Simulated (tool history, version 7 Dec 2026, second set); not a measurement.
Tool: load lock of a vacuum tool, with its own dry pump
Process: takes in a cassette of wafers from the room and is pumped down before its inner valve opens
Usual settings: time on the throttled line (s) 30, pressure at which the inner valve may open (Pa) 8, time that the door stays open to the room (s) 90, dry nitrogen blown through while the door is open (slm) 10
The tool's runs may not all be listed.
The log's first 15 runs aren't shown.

run    hour  time on the throttled line (s)  pressure at which the inner valve may open (Pa)  time that the door stays open to the room (s)  dry nitrogen blown through while the door is open (slm)  hours that the pump has run since its overhaul  times that the door has closed on its seal  incoming humidity of the room's air, %  time from the closed door until the inner valve may open (s)  rise of the pressure with all valves shut (Pa/min)
 16  2378.4                              30                                                8                                             90                                                       10                                            3848                                       22310                                    45.6                                                          68.6                                                0.05
 17  2571.8                              30                                                8                                            128                                                       10                                            4042                                       22892                                    44.9                                                          68.8                                               0.065
 18  2756.6                              30                                                7                                             90                                                       10                                            4227                                       23447                                    46.2                                                          68.8                                               0.059
 19  2924.7                              30                                                7                                             90                                                       20                                            4395                                       23952                                    42.6                                                          70.3                                               0.046
 20  3121.4                              30                                                7                                             90                                                       20                                            4591                                       24544                                      46                                                          69.4                                               0.043
 21  3281.3                              30                                                8                                             78                                                       10                                            4751                                       25024                                    42.3                                                          68.7                                               0.048
 22  3441.7                              30                                                8                                             78                                                       10                                            4912                                       25506                                    40.6                                                          69.4                                               0.045
 23  3589.8                              30                                                8                                             78                                                       30                                            5060                                       25951                                    45.8                                                          69.8                                               0.038
 24  3786.6                              30                                                8                                             78                                                       30                                            5257                                       26543                                    43.5                                                          69.4                                               0.035
 25  3931.2                              30                                                8                                             78                                                       30                                            5401                                       26978                                    47.1                                                          69.6                                               0.043
 26  4064.8                              17                                                8                                             90                                                       10                                            5535                                       27379                                    45.7                                                          58.4                                               0.057
 27  4273.6                              33                                                8                                             96                                                       10                                            5744                                       28007                                    43.2                                                          70.1                                               0.052
 28  4405.9                              33                                                8                                             96                                                       10                                            5876                                       28404                                    43.4                                                          71.2                                               0.057

Forecast run 29:
 29  4536.7                              33                                                8                                             96                                                       10                                            6007                                       28797                                    44.6                                                             ?                                                   ?

time from the closed door until the inner valve may open (s): 69.9
rise of the pressure with all valves shut (Pa/min): 0.061
Without the tool's hidden state the same run would have given time from the closed door until the inner valve may open (s) 69.9, rise of the pressure with all valves shut (Pa/min) 0.06.

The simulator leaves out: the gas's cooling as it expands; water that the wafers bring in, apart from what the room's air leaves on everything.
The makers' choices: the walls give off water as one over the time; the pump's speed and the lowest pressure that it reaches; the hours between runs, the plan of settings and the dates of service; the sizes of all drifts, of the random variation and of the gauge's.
